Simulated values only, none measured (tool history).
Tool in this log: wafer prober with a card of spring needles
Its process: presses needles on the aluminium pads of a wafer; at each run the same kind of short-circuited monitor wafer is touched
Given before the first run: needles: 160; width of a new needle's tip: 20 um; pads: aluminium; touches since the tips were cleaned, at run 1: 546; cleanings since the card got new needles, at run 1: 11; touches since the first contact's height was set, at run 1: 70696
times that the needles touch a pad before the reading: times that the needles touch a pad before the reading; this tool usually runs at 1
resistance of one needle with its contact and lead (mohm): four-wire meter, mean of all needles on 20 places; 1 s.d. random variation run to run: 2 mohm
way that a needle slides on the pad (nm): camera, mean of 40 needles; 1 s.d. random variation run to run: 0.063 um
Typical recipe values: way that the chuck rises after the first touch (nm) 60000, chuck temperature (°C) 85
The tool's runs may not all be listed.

| run | hour | way that the chuck rises after the first touch (nm) | chuck temperature (°C) | times that the needles touch a pad before the reading | touches since the tips were cleaned | cleanings since the card got new needles | touches since the first contact's height was set | resistance of one needle with its contact and lead (mohm) | way that a needle slides on the pad (nm) |
|---|---|---|---|---|---|---|---|---|---|
| 1 | 0.0 | 60000 | 85 | 1 | 546 | 11 | 70696 | 226 | 13490 |
|  | 9.6 | tips cleaned on abrasive film |
| 2 | 9.6 | 60000 | 85 | 1 | 0 | 12 | 76001 | 261 | 13390 |
|  | 20.8 | tips cleaned on abrasive film |
| 3 | 23.0 | 60000 | 85 | 1 | 1200 | 13 | 83447 | 231 | 13370 |
|  | 31.1 | tips cleaned on abrasive film |
|  | 41.1 | tips cleaned on abrasive film |
| 4 | 41.4 | 60000 | 85 | 1 | 201 | 15 | 93643 | 222 | 13310 |
|  | 51.0 | tips cleaned on abrasive film |
| 5 | 58.4 | 60000 | 85 | 1 | 4117 | 16 | 103091 | 244 | 13300 |
|  | 61.6 | tips cleaned on abrasive film |
| 6 | 67.6 | 60000 | 85 | 1 | 3340 | 17 | 108183 | 246 | 13400 |
|  | 71.4 | tips cleaned on abrasive film |
|  | 82.5 | tips cleaned on abrasive film |
| 7 | 85.9 | 60000 | 85 | 1 | 1875 | 19 | 118307 | 231 | 13130 |
|  | 93.8 | tips cleaned on abrasive film |
|  | 100.2 | tips cleaned on abrasive film, once more |
| 8 | 102.6 | 60000 | 44 | 1 | 1329 | 21 | 127520 | 223 | 13100 |
|  | 110.6 | tips cleaned on abrasive film |
| 9 | 114.6 | 60000 | 85 | 2 | 2257 | 22 | 134216 | 230 | 13010 |
|  | 120.6 | tips cleaned on abrasive film |
| 10 | 129.9 | 60000 | 56 | 1 | 5201 | 23 | 142682 | 246 | 13020 |
|  | 130.9 | tips cleaned on abrasive film |
|  | 140.8 | tips cleaned on abrasive film |
| 11 | 147.2 | 60000 | 56 | 1 | 3531 | 25 | 152247 | 243 | 12990 |
|  | 151.9 | tips cleaned on abrasive film |
|  | 157.4 | height of the first contact set anew |
| 12 | 159.3 | 60000 | 56 | 1 | 3997 | 26 | 1087 | 236 | 13790 |
|  | 162.7 | tips cleaned on abrasive film |
| 13 | 169.5 | 60000 | 56 | 1 | 3806 | 27 | 6724 | 236 | 13930 |
|  | 174.1 | tips cleaned on abrasive film |
|  | 184.0 | tips cleaned on abrasive film |
| 14 | 189.2 | 60000 | 56 | 1 | 2916 | 29 | 17650 | 236 | 13730 |
|  | 194.4 | tips cleaned on abrasive film |
| 15 | 200.6 | 60000 | 56 | 1 | 3478 | 30 | 23965 | 236 | 13790 |
|  | 204.6 | tips cleaned on abrasive film |
|  | 216.1 | tips cleaned on abrasive film |
| 16 | 223.4 | 63000 | 85 | 1 | 4041 | 32 | 36578 | 247 | 14490 |
|  | 227.0 | tips cleaned on abrasive film |
|  | 238.2 | tips cleaned on abrasive film |
| 17 | 244.2 | 63000 | 85 | 1 | 3396 | 34 | 48138 | 238 | 14320 |
|  | 248.2 | tips cleaned on abrasive film |
| 18 | 256.3 | 43000 | 85 | 1 | 4528 | 35 | 54843 | 281 | 9650 |
|  | 257.9 | tips cleaned on abrasive film |
|  | 268.1 | tips cleaned on abrasive film |
| 19 | 273.4 | 43000 | 57 | 2 | 2985 | 37 | 64301 | 246 | 9550 |
|  | 278.4 | tips cleaned on abrasive film |
| 20 | 287.1 | 43000 | 57 | 2 | 4861 | 38 | 71924 | 257 | 9620 |
|  | 288.4 | tips cleaned on abrasive film |
|  | 298.1 | tips cleaned on abrasive film |
| 21 | 301.7 | 43000 | 85 | 1 | 1982 | 40 | 79949 | 265 | 9440 |
|  | 309.0 | tips cleaned on abrasive film |
| 22 | 313.5 | 70000 | 50 | 1 | 2525 | 41 | 86514 | 226 | 15810 |
|  | 318.7 | tips cleaned on abrasive film |
| 23 | 324.0 | 60000 | 85 | 2 | 2970 | 42 | 92348 | 231 | 13410 |
|  | 329.7 | tips cleaned on abrasive film |
| 24 | 337.9 | 71000 | 30 | 1 | 4562 | 43 | 100043 | 226 | 15880 |
|  | 340.1 | tips cleaned on abrasive film |
|  | 351.2 | tips cleaned on abrasive film |
| 25 | 358.7 | 62000 | 58 | 3 | 4213 | 45 | 111589 | 222 | 13730 |
|  | 362.1 | tips cleaned on abrasive film |
|  | 372.2 | tips cleaned on abrasive film |
| 26 | 376.4 | 78000 | 121 | 2 | 2380 | 47 | 121387 | 230 | 17350 |
|  | 383.0 | tips cleaned on abrasive film |
|  | 393.2 | tips cleaned on abrasive film |
| 27 | 394.8 | 55000 | 44 | 2 | 927 | 49 | 131562 | 222 | 12040 |
|  | 404.2 | tips cleaned on abrasive film |
|  | 414.2 | tips cleaned on abrasive film |
| 28 | 414.2 | 45000 | 27 | 1 | 0 | 51 | 142295 | 219 | 9690 |
|  | 423.9 | tips cleaned on abrasive film |
|  | 433.9 | tips cleaned on abrasive film |
| 29 | 437.0 | 42000 | 27 | 1 | 1726 | 53 | 154917 | 251 | 8860 |
|  | 443.4 | height of the first contact set anew |
|  | 444.5 | tips cleaned on abrasive film |
| 30 | 452.5 | 76000 | 29 | 1 | 4509 | 54 | 5072 | 229 | 17520 |
|  | 456.1 | tips cleaned on abrasive film |
|  | 466.1 | tips cleaned on abrasive film |
| 31 | 473.5 | 76000 | 99 | 1 | 4115 | 56 | 16671 | 237 | 17480 |

Pick out some run-to-run changes in resistance of one needle with its contact and lead (mohm). Of each, how much would a tool without hidden state show as well, from the settings, what came in and chance, and how much is left for the hidden state and any gauge scatter not in both results compared?
What the log doesn't record here: debris on the tips, nm; way that the needles fall short of the set height, um; tips' diameter, um; drift of the gauge itself on contact_mohm, %; drift of the gauge itself on scrub_um, %.
Run 1 -> 2: tips cleaned on abrasive film. resistance of one needle with its contact and lead (mohm) +35: hidden state +34, all else +1.
Run 17 -> 18: way that the chuck rises after the first touch (nm) 63000 -> 43000, tips cleaned on abrasive film. resistance of one needle with its contact and lead (mohm) +43: hidden state +33, all else +10.
Run 21 -> 22: way that the chuck rises after the first touch (nm) 43000 -> 70000, chuck temperature (°C) 85 -> 50, tips cleaned on abrasive film. resistance of one needle with its contact and lead (mohm) -39: hidden state -18, all else -21.
Run 28 -> 29: way that the chuck rises after the first touch (nm) 45000 -> 42000, tips cleaned on abrasive film, tips cleaned on abrasive film. resistance of one needle with its contact and lead (mohm) +32: hidden state +32, all else +0.
